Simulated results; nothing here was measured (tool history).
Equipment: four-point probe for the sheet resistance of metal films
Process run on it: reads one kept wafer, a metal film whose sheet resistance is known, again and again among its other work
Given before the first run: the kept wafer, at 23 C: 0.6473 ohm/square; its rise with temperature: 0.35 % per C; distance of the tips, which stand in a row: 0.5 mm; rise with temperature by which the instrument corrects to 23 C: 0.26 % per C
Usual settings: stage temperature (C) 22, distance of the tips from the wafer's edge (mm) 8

run	hour	stage temperature (C)	distance of the tips from the wafer's edge (mm)	sheet resistance as the instrument gives it (ohm/square)
1	0	22	8	0.644929
2	13.4	22	8	0.644707
3	31.9	20	8	0.643464
4	48.8	22	8	0.644825
5	67.1	22	8	0.644485
6	79.8	22	8	0.644498
7	90.4	19	69	0.641602
8	107.1	22	33	0.643295
9	116	22	33	0.643493
10	133	25	4	0.650218

What will run 11 give?
11	145.3	28	5	?

Logged for run 11: sheet resistance as the instrument gives it (ohm/square) 0.650184.
If the tool had no hidden condition, the same run with the same run-to-run variation would have returned sheet resistance as the instrument gives it (ohm/square) 0.653785.
